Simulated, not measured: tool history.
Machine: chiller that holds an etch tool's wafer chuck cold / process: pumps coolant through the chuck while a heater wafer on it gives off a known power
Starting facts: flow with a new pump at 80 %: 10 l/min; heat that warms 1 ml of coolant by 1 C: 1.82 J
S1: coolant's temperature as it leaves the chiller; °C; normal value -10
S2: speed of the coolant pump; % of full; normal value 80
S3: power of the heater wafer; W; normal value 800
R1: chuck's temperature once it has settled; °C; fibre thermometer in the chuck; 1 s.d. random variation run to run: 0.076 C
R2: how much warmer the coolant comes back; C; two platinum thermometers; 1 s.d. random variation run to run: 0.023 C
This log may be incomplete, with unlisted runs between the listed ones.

run,hour,S1,S2,S3,R1,R2
1,0.0,-10,80,800,-4.05,2.78
2,143.2,-10,80,800,-4.23,2.84
3,242.9,-19,80,800,-13.22,2.83
4,300.9,-10,80,800,-4.12,2.82
5,390.0,-10,80,800,-4.06,2.84
6,528.4,-10,80,800,-4.15,2.86
7,588.6,-10,80,800,-4.02,2.84
8,687.6,-10,80,800,-4.08,2.80
9,829.6,-10,80,800,-3.95,2.83
10,920.5,-10,96,800,-4.82,2.44
11,1003.9,-10,96,800,-4.90,2.40
12,1087.9,-10,93,800,-4.80,2.48
13,1223.4,-10,80,542,-6.12,1.94
# hour 1318.3: coolant pump overhauled
14,1324.6,-18,80,800,-12.27,2.66
15,1464.4,-10,80,800,-4.30,2.66
16,1605.9,-10,80,800,-4.15,2.66
17,1726.8,-10,65,490,-5.95,2.03
18,1787.8,-10,91,800,-4.65,2.40
19,1927.4,-1,61,417,2.63,1.82
# hour 1941.0: chiller's thermometer calibrated
20,1992.9,-15,84,473,-11.39,1.49
21,2099.7,-15,84,473,-11.39,1.47
# hour 2141.9: coolant changed, channels flushed
22,2180.0,-11,68,512,-7.03,1.99
23,2245.5,-18,62,800,-11.35,3.44
24,2375.3,-18,62,800,-11.30,3.49
25,2505.9,-7,62,652,-1.50,2.83
26,2604.5,-7,62,652,-1.42,2.83
27,2729.8,-7,62,652,-1.53,2.82
28,2849.7,-17,80,800,-11.58,2.73
29,2919.4,-17,80,800,-11.38,2.74
30,3026.9,-17,80,800,-11.51,2.77
31,3152.2,-17,99,439,-14.41,1.23

For each run, the measured value with the value that run would have given without the tool's hidden condition subtracted. The run-to-run variation is shared by both, the gauge scatter possibly not:
What the log doesn't record here: heat passed by the chuck's channels, % of clean ones'; flow at a given pump speed, % of a new pump's; coolant's true temperature over the reading, C; drift of the gauge itself on chuck_c, C; drift of the gauge itself on warmer_back_c, C.
run,R1,R2
1,+0.53,+0.16
2,+0.56,+0.17
3,+0.58,+0.18
4,+0.59,+0.18
5,+0.62,+0.18
6,+0.64,+0.19
7,+0.65,+0.20
8,+0.68,+0.21
9,+0.71,+0.21
10,+0.59,+0.18
11,+0.61,+0.19
12,+0.65,+0.19
13,+0.41,+0.16
14,+0.42,+0.02
15,+0.44,+0.03
16,+0.47,+0.03
17,+0.22,+0.03
18,+0.43,+0.03
19,+0.17,+0.03
20,+0.66,+0.03
21,+0.68,+0.03
22,+0.14,+0.05
23,+0.21,+0.08
24,+0.23,+0.10
25,+0.21,+0.09
26,+0.22,+0.08
27,+0.25,+0.10
28,+0.26,+0.10
29,+0.27,+0.10
30,+0.30,+0.11
31,+0.13,+0.05
